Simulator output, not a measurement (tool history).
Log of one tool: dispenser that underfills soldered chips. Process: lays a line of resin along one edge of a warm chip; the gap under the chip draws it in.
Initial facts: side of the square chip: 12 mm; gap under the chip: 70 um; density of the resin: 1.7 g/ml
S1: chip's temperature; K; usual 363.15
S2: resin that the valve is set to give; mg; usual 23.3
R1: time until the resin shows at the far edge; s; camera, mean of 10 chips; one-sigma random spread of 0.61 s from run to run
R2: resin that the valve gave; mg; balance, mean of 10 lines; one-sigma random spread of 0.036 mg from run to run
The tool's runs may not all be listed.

run,day,S1,S2,R1,R2
1,0,363.15,23.3,72.6,23.02
2,0.392,363.15,23.3,61.6,22.99
3,0.767,363.15,23.3,81.8,22.98
4,1.108,363.15,23.3,63.6,22.88
5,1.533,363.15,23.3,55,23.15
6,2.017,363.15,28.8,74.9,28.59
7,2.238,363.15,23.3,57.4,23.07
8,2.646,363.15,25.6,74.9,25.31
9,2.888,363.15,26.5,59.6,26.15
10,3.15,363.15,28.9,69.7,28.47
11,3.638,363.15,23.3,65,22.89
12,3.896,359.15,23.3,92.1,22.87
13,4.238,359.15,23.3,74.8,22.81
14,4.438,359.15,23.3,85.1,22.75
15,4.946,363.15,23.3,65.4,23.2
16,5.188,363.15,23.3,77.3,23.19
17,5.6,363.15,23.3,64.6,23.12
18,5.817,370.15,26.3,57,25.97
19,6.275,366.15,22.9,59.6,22.61
20,6.646,359.15,21.1,69.8,20.82
21,7.008,359.15,21.1,88.6,20.69
22,7.483,363.15,26.8,64.6,26.23
23,8.017,375.15,20.9,38.4,20.81
24,8.283,357.15,20.2,97.1,20.13
25,8.704,370.15,20,50.8,19.84
26,9.071,370.15,20,64.9,19.83
27,9.525,370.15,25.3,53,25.02
28,9.858,364.15,20.5,59.2,20.24
29,10.296,364.15,20.5,81,20.18
30,10.821,349.15,29.6,128.9,29.44
31,11.292,363.15,29.2,62.5,29.1
32,11.729,375.15,21.9,35.1,21.73
33,12.008,355.15,27.9,93.8,27.63

The log once held 23 entries between its listed runs, left out of this copy. Where does each go, and what is different about the tool's unlogged condition between the listed run before it and the listed run after it?
Run 1 -> run 2: new syringe of resin (day 0.238)
  resin's viscosity, % of fresh resin's: 131 -> 113.1; dose that the valve gives, % of what is set: 98.83 -> 98.58; true chip temperature over the reading, C: -0.58 -> -0.6
  measured result minus the result with no hidden state, R1: +18.6 -> +8.6 s; R2: -0.27 -> -0.33 mg
Run 3 -> run 4: new syringe of resin (day 0.871)
  resin's viscosity, % of fresh resin's: 147.7 -> 117.3; dose that the valve gives, % of what is set: 98.35 -> 98.15; true chip temperature over the reading, C: -0.63 -> -0.66
  measured result minus the result with no hidden state, R1: +28 -> +11.1 s; R2: -0.38 -> -0.43 mg
Run 4 -> run 5: dispensing valve cleaned and set on the balance (day 1.375); new syringe of resin (day 1.533)
  resin's viscosity, % of fresh resin's: 117.3 -> 99.4; dose that the valve gives, % of what is set: 98.15 -> 99.49; true chip temperature over the reading, C: -0.66 -> -0.69
  measured result minus the result with no hidden state, R1: +11.1 -> +1.3 s; R2: -0.43 -> -0.11 mg
Run 6 -> run 7: new syringe of resin (day 2.162)
  resin's viscosity, % of fresh resin's: 140.4 -> 105.3; dose that the valve gives, % of what is set: 99.2 -> 99.07; true chip temperature over the reading, C: -0.73 -> -0.75
  measured result minus the result with no hidden state, R1: +23.2 -> +4.6 s; R2: -0.23 -> -0.22 mg
Run 8 -> run 9: new syringe of resin (day 2.788)
  resin's viscosity, % of fresh resin's: 141.1 -> 108.4; dose that the valve gives, % of what is set: 98.82 -> 98.68; true chip temperature over the reading, C: -0.78 -> -0.8
  measured result minus the result with no hidden state, R1: +23.7 -> +6.5 s; R2: -0.3 -> -0.35 mg
Run 10 -> run 11: new syringe of resin (day 3.412)
  resin's viscosity, % of fresh resin's: 130.6 -> 117.3; dose that the valve gives, % of what is set: 98.53 -> 98.23; true chip temperature over the reading, C: -0.82 -> -0.86
  measured result minus the result with no hidden state, R1: +18.2 -> +11.7 s; R2: -0.43 -> -0.42 mg
Run 12 -> run 13: new syringe of resin (day 4.054)
  resin's viscosity, % of fresh resin's: 141.1 -> 114; dose that the valve gives, % of what is set: 98.06 -> 97.84; true chip temperature over the reading, C: -0.88 -> -0.91
  measured result minus the result with no hidden state, R1: +29.6 -> +12 s; R2: -0.45 -> -0.5 mg
Run 14 -> run 15: dispensing valve cleaned and set on the balance (day 4.525); new syringe of resin (day 4.746)
  resin's viscosity, % of fresh resin's: 131.8 -> 117.5; dose that the valve gives, % of what is set: 97.73 -> 99.44; true chip temperature over the reading, C: -0.93 -> -0.97
  measured result minus the result with no hidden state, R1: +23.4 -> +11.8 s; R2: -0.53 -> -0.13 mg
Run 16 -> run 17: new syringe of resin (day 5.375)
  resin's viscosity, % of fresh resin's: 139.4 -> 117.3; dose that the valve gives, % of what is set: 99.3 -> 99.06; true chip temperature over the reading, C: -0.98 -> -1.02
  measured result minus the result with no hidden state, R1: +24.2 -> +11.9 s; R2: -0.16 -> -0.21 mg
Run 18 -> run 19: new syringe of resin (day 6.012)
  resin's viscosity, % of fresh resin's: 137 -> 120.7; dose that the valve gives, % of what is set: 98.94 -> 98.67; true chip temperature over the reading, C: -1.03 -> -1.07
  measured result minus the result with no hidden state, R1: +17.2 -> +12.4 s; R2: -0.28 -> -0.3 mg
Run 19 -> run 20: new syringe of resin (day 6.625)
  resin's viscosity, % of fresh resin's: 120.7 -> 100.2; dose that the valve gives, % of what is set: 98.67 -> 98.44; true chip temperature over the reading, C: -1.07 -> -1.1
  measured result minus the result with no hidden state, R1: +12.4 -> +3.6 s; R2: -0.3 -> -0.33 mg
Run 21 -> run 22: new syringe of resin (day 7.267)
  resin's viscosity, % of fresh resin's: 129.7 -> 117.3; dose that the valve gives, % of what is set: 98.24 -> 97.98; true chip temperature over the reading, C: -1.13 -> -1.16
  measured result minus the result with no hidden state, R1: +23.7 -> +12.2 s; R2: -0.37 -> -0.55 mg
Run 22 -> run 23: dispensing valve cleaned and set on the balance (day 7.642); new syringe of resin (day 7.921)
  resin's viscosity, % of fresh resin's: 117.3 -> 106.5; dose that the valve gives, % of what is set: 97.98 -> 99.79; true chip temperature over the reading, C: -1.16 -> -1.2
  measured result minus the result with no hidden state, R1: +12.2 -> +4 s; R2: -0.55 -> -0.05 mg
Run 24 -> run 25: new syringe of resin (day 8.533)
  resin's viscosity, % of fresh resin's: 128.6 -> 112.6; dose that the valve gives, % of what is set: 99.61 -> 99.36; true chip temperature over the reading, C: -1.22 -> -1.25
  measured result minus the result with no hidden state, R1: +25.5 -> +8 s; R2: -0.08 -> -0.13 mg
Run 26 -> run 27: new syringe of resin (day 9.162)
  resin's viscosity, % of fresh resin's: 146.3 -> 129.2; dose that the valve gives, % of what is set: 99.13 -> 98.85; true chip temperature over the reading, C: -1.28 -> -1.32
  measured result minus the result with no hidden state, R1: +22.9 -> +14.1 s; R2: -0.17 -> -0.29 mg
Run 27 -> run 28: new syringe of resin (day 9.796)
  resin's viscosity, % of fresh resin's: 129.2 -> 104.3; dose that the valve gives, % of what is set: 98.85 -> 98.63; true chip temperature over the reading, C: -1.32 -> -1.34
  measured result minus the result with no hidden state, R1: +14.1 -> +5.8 s; R2: -0.29 -> -0.28 mg
Run 29 -> run 30: new syringe of resin (day 10.425); dispensing valve cleaned and set on the balance (day 10.771)
  resin's viscosity, % of fresh resin's: 142.4 -> 129.2; dose that the valve gives, % of what is set: 98.34 -> 99.8; true chip temperature over the reading, C: -1.38 -> -1.42
  measured result minus the result with no hidden state, R1: +27.6 -> +35.1 s; R2: -0.34 -> -0.06 mg
Run 30 -> run 31: new syringe of resin (day 11.1)
  resin's viscosity, % of fresh resin's: 129.2 -> 114.7; dose that the valve gives, % of what is set: 99.8 -> 99.52; true chip temperature over the reading, C: -1.42 -> -1.46
  measured result minus the result with no hidden state, R1: +35.1 -> +11.2 s; R2: -0.06 -> -0.14 mg
Run 31 -> run 32: new syringe of resin (day 11.721)
  resin's viscosity, % of fresh resin's: 114.7 -> 100.3; dose that the valve gives, % of what is set: 99.52 -> 99.24; true chip temperature over the reading, C: -1.46 -> -1.49
  measured result minus the result with no hidden state, R1: +11.2 -> +2.2 s; R2: -0.14 -> -0.16 mg
